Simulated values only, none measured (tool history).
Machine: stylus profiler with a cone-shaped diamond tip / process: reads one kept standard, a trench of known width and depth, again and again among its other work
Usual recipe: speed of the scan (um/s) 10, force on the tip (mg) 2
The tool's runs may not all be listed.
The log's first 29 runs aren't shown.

run    hour  speed of the scan (um/s)  force on the tip (mg)  scans with this tip  hours of work since the height scale was calibrated  depth of the trench (angstrom)  width of the trench's floor (nm)
 30  1674.6                        29                   2.55                 9827                                                 1345                          2031.7                             47110
 31  1728.9                        29                   5.38                10052                                                 1376                          2051.5                             47120
 32  1807.6                        20                   1.76                10379                                                 1421                          2023.9                             47070
 33  1854.4                        20                   1.76                10573                                                 1447                          2026.1                             47130
 34  1921.3                        20                   1.76                10851                                                 1485                          2025.2                             47090
 35  1980.1                        20                   1.76                11095                                                 1518                          2022.8                             47030
 36  2053.4                        20                   0.81                11399                                                 1560                            2015                             47030
 37  2117.6                        31                    1.1                11665                                                 1597                          2016.1                             46970
 38  2151.5                         3                    1.1                11806                                                 1616                            2017                             47120
 39  2212.6                         3                    1.1                12059                                                 1650                          2017.9                             47150
 40  2283.9                        36                   1.82                12355                                                 1691                          2025.7                             46960
 41  2351.3                         3                   1.06                12634                                                 1729                            2017                             47220
 42  2421.8                         3                   1.06                12927                                                 1769                          2016.8                             47150
 43  2453.7                        10                   1.47                13059                                                 1787                          2021.4                             47150
     2503.7  -- height scale calibrated on a step standard
 44  2503.7                        10                   1.47                13265                                                    0                          2022.9                             47140
 45  2579.4                         6                   3.76                13579                                                   43                          2040.9                             47110
 46  2639.8                         6                   3.76                13830                                                   77                          2042.1                             47170

Forecast each of these 3 alternatives for the next run:
  A  2675.8                         2                   1.73                13979                                                   98                               ?                                 ?
  B  2675.8                         3                   1.18                13979                                                   98                               ?                                 ?
  C  2675.8                         3                   3.58                13979                                                   98                               ?                                 ?

run  depth of the trench (angstrom)  width of the trench's floor (nm)
  A                          2023.6                             47220
  B                          2019.6                             47160
  C                          2041.9                             47220
The same runs, with their run-to-run variation unchanged, on a tool lacking any hidden condition would have given:
run  depth of the trench (angstrom)  width of the trench's floor (nm)
  A                          2023.6                             47230
  B                          2019.6                             47170
  C                          2041.9                             47230
